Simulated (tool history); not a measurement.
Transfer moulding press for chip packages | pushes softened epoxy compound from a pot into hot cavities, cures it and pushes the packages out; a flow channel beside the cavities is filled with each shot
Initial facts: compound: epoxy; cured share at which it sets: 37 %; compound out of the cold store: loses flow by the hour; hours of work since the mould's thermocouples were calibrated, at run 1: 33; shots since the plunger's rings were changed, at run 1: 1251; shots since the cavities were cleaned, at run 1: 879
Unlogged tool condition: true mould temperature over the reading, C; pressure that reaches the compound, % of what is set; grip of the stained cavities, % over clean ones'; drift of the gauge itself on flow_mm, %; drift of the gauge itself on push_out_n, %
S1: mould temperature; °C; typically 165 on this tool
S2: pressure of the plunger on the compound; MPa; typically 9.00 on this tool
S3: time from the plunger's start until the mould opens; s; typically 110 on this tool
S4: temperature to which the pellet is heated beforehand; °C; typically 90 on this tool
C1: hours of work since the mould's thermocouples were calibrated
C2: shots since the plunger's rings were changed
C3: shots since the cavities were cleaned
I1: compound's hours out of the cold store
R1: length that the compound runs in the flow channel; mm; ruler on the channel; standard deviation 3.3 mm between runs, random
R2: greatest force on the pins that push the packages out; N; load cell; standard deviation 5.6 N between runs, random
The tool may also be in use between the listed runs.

run	hour	S1	S2	S3	S4	C1	C2	C3	I1	R1	R2
1	0.0	165	9.00	110	90	33	1251	879	24.6	567	321
2	6.3	165	9.00	110	90	36	1294	922	23.4	567	323
3	13.6	165	9.00	110	90	39	1343	971	27.3	558	312
4	23.5	165	9.00	110	90	43	1410	1038	47.1	515	324
5	31.1	165	9.00	110	90	46	1463	1091	23.5	565	336
# hour 33.1: cavities cleaned with cleaning compound and waxed
6	38.2	165	9.00	110	90	49	1500	34	28.0	557	201
7	46.8	165	9.00	110	90	52	1559	93	30.4	550	211
8	53.5	165	9.00	110	90	55	1604	138	44.5	516	226
9	60.7	165	9.00	110	90	58	1654	188	44.5	512	237
10	68.6	165	9.00	110	90	61	1707	241	15.0	588	248
11	76.4	165	9.00	110	90	65	1760	294	17.1	582	271
12	85.5	165	9.00	110	90	69	1822	356	11.8	598	271
13	92.6	165	9.00	110	90	72	1870	404	30.3	551	265
14	97.4	170	9.00	110	90	74	1903	437	23.8	548	241
15	103.7	170	7.69	110	90	76	1946	480	12.5	530	244
16	109.0	172	7.03	97	91	79	1982	516	23.1	482	261
17	116.1	165	8.90	135	83	82	2030	564	30.2	548	263
18	123.1	165	9.00	110	95	85	2078	612	25.3	559	286
19	133.1	168	9.00	110	95	89	2146	680	40.5	509	286
20	143.4	168	9.00	110	95	93	2216	750	22.6	559	281
21	152.9	168	9.00	110	95	97	2280	814	33.0	534	274
22	164.1	169	10.98	95	91	102	2357	891	28.7	599	323
23	170.6	169	10.98	95	91	105	2401	935	25.7	601	323
24	177.1	165	8.79	99	94	107	2445	979	26.9	542	348
25	185.3	165	10.44	107	85	111	2501	1035	13.9	634	345
26	191.8	165	9.24	133	90	114	2545	1079	20.9	583	290
# hour 195.3: cavities cleaned with cleaning compound and waxed
27	200.9	165	9.24	133	90	117	2597	38	13.0	606	175
28	211.5	164	9.00	105	90	121	2669	110	26.8	561	255
29	220.8	162	9.00	100	88	125	2732	173	41.5	526	310

Predict each of these 4 candidate next runs independently; none follows another, all start after run 29:
A	231.8	162	8.55	123	88	130	2807	248	8.3	?	?
B	231.8	159	9.00	111	87	130	2807	248	9.4	?	?
C	231.8	165	9.00	110	96	130	2807	248	31.1	?	?
D	231.8	165	10.09	110	89	130	2807	248	14.0	?	?

run	R1	R2
A	605	259
B	617	371
C	534	252
D	622	248
With the hidden condition removed and each run's random variation left untouched, the same runs would have given:
run	R1	R2
A	619	200
B	632	290
C	547	196
D	637	193
